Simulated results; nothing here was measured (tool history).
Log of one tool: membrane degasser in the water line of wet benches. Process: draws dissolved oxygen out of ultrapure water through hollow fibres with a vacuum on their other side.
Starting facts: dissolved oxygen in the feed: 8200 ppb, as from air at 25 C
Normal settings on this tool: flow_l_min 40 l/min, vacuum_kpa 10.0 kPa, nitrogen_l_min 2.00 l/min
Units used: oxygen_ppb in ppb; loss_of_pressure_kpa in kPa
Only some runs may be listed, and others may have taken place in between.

run,hour,flow_l_min,vacuum_kpa,nitrogen_l_min,oxygen_ppb,loss_of_pressure_kpa
1,0.0,40,10.0,2.00,296.5,48.35
2,329.4,40,10.0,2.00,299.4,48.44
3,574.4,40,10.0,2.00,298.4,48.40
4,719.0,40,10.0,0.98,530.8,48.31
5,896.8,40,6.5,2.00,150.5,48.50
6,1187.5,40,6.5,2.00,150.3,48.63
7,1383.6,40,9.4,2.00,275.0,49.04
8,1619.0,36,10.0,2.00,273.6,44.04
9,1832.8,36,10.0,2.00,275.0,44.12
# hour 1848.7: vacuum gauge calibrated
10,1979.0,36,10.0,2.00,276.9,44.07
11,2199.9,36,10.0,2.00,276.5,43.94
12,2400.9,36,10.0,2.00,276.5,43.60
13,2584.2,36,10.0,2.00,276.6,44.11
14,2732.6,36,10.0,2.00,276.8,44.14
15,2970.7,40,10.0,2.00,304.2,49.37
16,3140.4,40,10.0,2.00,303.5,48.85
17,3330.9,48,10.0,1.15,549.7,58.61
18,3472.8,48,10.0,1.15,549.9,58.96
19,3774.4,57,10.0,2.41,354.9,70.14
# hour 3890.6: vacuum gauge calibrated, once more
20,4125.3,57,10.0,2.41,350.1,70.02
21,4290.7,34,10.0,1.49,335.1,41.74
22,4539.1,57,10.8,0.93,797.1,70.24
23,4708.7,57,10.8,0.93,799.1,70.68
24,4923.5,57,10.8,0.93,799.9,70.15
25,5096.6,43,6.7,1.04,291.0,53.35
26,5379.6,55,14.9,0.87,1197.2,67.68
27,5655.1,40,12.4,1.92,416.5,49.96
28,5819.4,40,12.4,1.92,420.1,49.74
# hour 5983.3: seals of the vacuum lines changed
29,6057.9,31,10.0,2.00,241.7,38.31
30,6387.2,26,21.3,3.96,282.2,32.36
# hour 6553.9: membrane cartridge changed
31,6660.5,45,17.7,1.38,901.7,52.22

A few steps of oxygen_ppb between consecutive runs. Split each: what settings, incoming material and random variation would produce without the hidden state, and what is left over for the hidden state, along with gauge scatter present in only one of the two compared results (measured, and without hidden state):
The tool's hidden condition here consists of: membrane still open, %; true pressure behind the membrane over the reading, kPa; air that leaks in behind the membrane, l/min; drift of the gauge itself on oxygen_ppb, %; drift of the gauge itself on loss_of_pressure_kpa, %.
Run 16 -> 17: flow_l_min 40 -> 48, nitrogen_l_min 2.00 -> 1.15. oxygen_ppb +246.2 ppb: hidden state +4.4, all else +241.8.
Run 19 -> 20: vacuum gauge calibrated, once more. oxygen_ppb -4.8 ppb: hidden state -4.7, all else -0.1.
Run 25 -> 26: flow_l_min 43 -> 55, vacuum_kpa 6.7 -> 14.9, nitrogen_l_min 1.04 -> 0.87. oxygen_ppb +906.2 ppb: hidden state +0.4, all else +905.8.
Run 26 -> 27: flow_l_min 55 -> 40, vacuum_kpa 14.9 -> 12.4, nitrogen_l_min 0.87 -> 1.92. oxygen_ppb -780.7 ppb: hidden state -0.9, all else -779.8.
Run 30 -> 31: flow_l_min 26 -> 45, vacuum_kpa 21.3 -> 17.7, nitrogen_l_min 3.96 -> 1.38, membrane cartridge changed. oxygen_ppb +619.5 ppb: hidden state +4.6, all else +614.9.

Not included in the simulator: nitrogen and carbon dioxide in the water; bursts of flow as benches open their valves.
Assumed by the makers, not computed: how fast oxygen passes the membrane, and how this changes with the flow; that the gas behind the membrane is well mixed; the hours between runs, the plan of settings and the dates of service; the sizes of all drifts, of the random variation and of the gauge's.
